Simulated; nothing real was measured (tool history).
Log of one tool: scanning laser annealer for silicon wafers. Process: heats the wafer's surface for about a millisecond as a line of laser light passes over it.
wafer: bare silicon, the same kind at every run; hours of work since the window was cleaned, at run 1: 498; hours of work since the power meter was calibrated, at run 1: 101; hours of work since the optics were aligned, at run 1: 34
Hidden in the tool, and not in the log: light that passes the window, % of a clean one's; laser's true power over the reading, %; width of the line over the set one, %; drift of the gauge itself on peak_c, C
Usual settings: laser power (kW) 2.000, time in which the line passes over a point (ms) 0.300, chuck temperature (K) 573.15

| run | hour | laser power (kW) | time in which the line passes over a point (ms) | chuck temperature (K) | hours of work since the window was cleaned | hours of work since the power meter was calibrated | hours of work since the optics were aligned | highest temperature of the surface (K) |
|---|---|---|---|---|---|---|---|---|
| 1 | 0.0 | 2.000 | 0.300 | 573.15 | 498 | 101 | 34 | 1279.15 |
| 2 | 7.7 | 2.000 | 0.300 | 573.15 | 502 | 105 | 38 | 1281.15 |
| 3 | 17.9 | 2.000 | 0.300 | 573.15 | 508 | 111 | 44 | 1279.15 |
| 4 | 23.7 | 2.000 | 0.300 | 573.15 | 511 | 114 | 47 | 1279.15 |
| 5 | 35.9 | 1.813 | 0.300 | 573.15 | 518 | 120 | 53 | 1203.15 |
| 6 | 41.1 | 1.813 | 0.300 | 573.15 | 521 | 123 | 56 | 1202.15 |
| 7 | 50.4 | 1.813 | 0.300 | 573.15 | 526 | 128 | 61 | 1204.15 |
| 8 | 58.7 | 2.000 | 0.300 | 573.15 | 530 | 133 | 66 | 1279.15 |
| 9 | 70.2 | 2.000 | 0.300 | 573.15 | 536 | 139 | 72 | 1279.15 |
| 10 | 80.7 | 2.025 | 0.300 | 573.15 | 542 | 145 | 77 | 1290.15 |
| 11 | 90.3 | 2.025 | 0.300 | 573.15 | 547 | 150 | 83 | 1290.15 |
| 12 | 97.2 | 2.025 | 0.327 | 584.15 | 551 | 154 | 86 | 1329.15 |
| 13 | 106.8 | 2.025 | 0.327 | 584.15 | 556 | 159 | 92 | 1326.15 |
| 14 | 117.8 | 2.041 | 0.360 | 584.15 | 562 | 165 | 98 | 1367.15 |
| 15 | 125.2 | 2.041 | 0.230 | 581.15 | 566 | 169 | 102 | 1223.15 |

Forecast run 16:
| 16 | 135.7 | 2.088 | 0.326 | 573.15 | 572 | 174 | 107 | ? |

Run 16 gave highest temperature of the surface (K) 1341.15.
Without the tool's hidden state the same run would have given highest temperature of the surface (K) 1361.15.

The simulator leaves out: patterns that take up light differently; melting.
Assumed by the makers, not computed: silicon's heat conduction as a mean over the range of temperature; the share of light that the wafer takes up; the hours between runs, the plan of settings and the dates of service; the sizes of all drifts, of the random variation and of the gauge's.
